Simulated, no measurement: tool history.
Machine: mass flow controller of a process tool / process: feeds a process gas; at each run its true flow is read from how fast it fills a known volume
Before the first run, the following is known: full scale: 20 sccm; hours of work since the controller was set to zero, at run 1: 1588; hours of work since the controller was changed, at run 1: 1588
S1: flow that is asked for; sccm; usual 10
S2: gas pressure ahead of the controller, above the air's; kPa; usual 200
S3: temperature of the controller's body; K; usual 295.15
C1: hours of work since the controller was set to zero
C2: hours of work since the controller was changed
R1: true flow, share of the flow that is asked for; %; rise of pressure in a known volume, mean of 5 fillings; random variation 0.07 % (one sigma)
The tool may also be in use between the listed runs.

run	day	S1	S2	S3	C1	C2	R1
1	0	10	200	295.15	1588	1588	98.09
2	6.821	10	200	295.15	1643	1643	97.9
3	13.088	10	200	295.15	1695	1695	98
4	16.225	10	200	299.15	1720	1720	98.28
5	21.1	10	200	299.15	1760	1760	98.32
6	26.3	10	200	299.15	1803	1803	98.29
7	29.2	10	200	299.15	1826	1826	98.27
8	32.929	12	200	295.15	1857	1857	98.4
9	39.108	12	200	295.15	1907	1907	98.28
10	43.688	10	200	295.15	1945	1945	97.88
11	46.967	10	200	295.15	1972	1972	97.89
12	50.212	10	200	295.15	1998	1998	97.81
13	53.358	10	200	295.15	2024	2024	97.72
14	56.696	10	200	296.15	2051	2051	97.92
15	61.342	10	200	296.15	2089	2089	97.9
# day 61.692: controller's zero set anew
16	64.2	10	200	299.15	21	2112	97.3
17	68.004	10	200	299.15	52	2144	97.39
18	74.846	10	200	299.15	108	2199	97.14
19	80.2	10	200	299.15	151	2243	97.23
20	86.021	10	200	299.15	199	2291	97.08
21	90.967	2	200	295.15	239	2331	87.35
22	94.496	2	200	295.15	268	2360	87.18
# day 94.821: controller's zero set anew, once more
23	99.229	2	200	295.15	36	2399	98.08
24	101.983	2	200	295.15	59	2421	98.12
25	108.171	2	200	295.15	109	2472	97.99
26	114.079	2	200	295.15	157	2520	97.74
27	120.154	10	217	295.15	207	2570	98.93
28	126.375	8	244	305.15	258	2621	99.66
29	132.746	9	244	298.15	310	2673	99.14
30	137.279	9	244	298.15	347	2710	99.11
31	140.304	2	244	302.15	372	2734	97.92
32	144.554	2	244	302.15	407	2769	97.7
33	147.496	5	274	301.15	431	2793	98.74
34	150.508	5	274	301.15	455	2818	98.84
35	156.429	5	144	295.15	504	2866	97.76
36	159.238	5	144	295.15	527	2889	97.77
37	164.488	2	276	309.15	570	2932	98.01
38	168.717	2	276	309.15	604	2967	97.82
39	171.846	2	276	309.15	630	2992	97.7
40	177.138	18	176	307.15	673	3036	100.32
41	181.246	10	200	299.15	707	3069	98.9
42	186.754	10	200	299.15	752	3114	99.06
43	191.117	10	245	306.15	787	3150	99.6
44	196.55	3	151	302.15	832	3194	97.05
45	203.383	3	151	302.15	888	3250	96.97
46	206.333	10	200	297.15	912	3274	98.77
47	210.625	10	200	297.15	947	3309	98.64
48	216.017	7	154	301.15	991	3354	98.14

How the hidden state differs across the entries between the runs, from the last listed run before each to the first after it:
After run 15, before run 16: controller's zero set anew (day 61.692)
  flow at rest that the sensor doesn't see, % of full scale: -0.623 -> -1.04
  measured less the result without the state, R1: -1.11 -> -1.95 %
After run 22, before run 23: controller's zero set anew, once more (day 94.821)
  flow at rest that the sensor doesn't see, % of full scale: -1.117 -> -0.029
  measured less the result without the state, R1: -11.02 -> -0.13 %
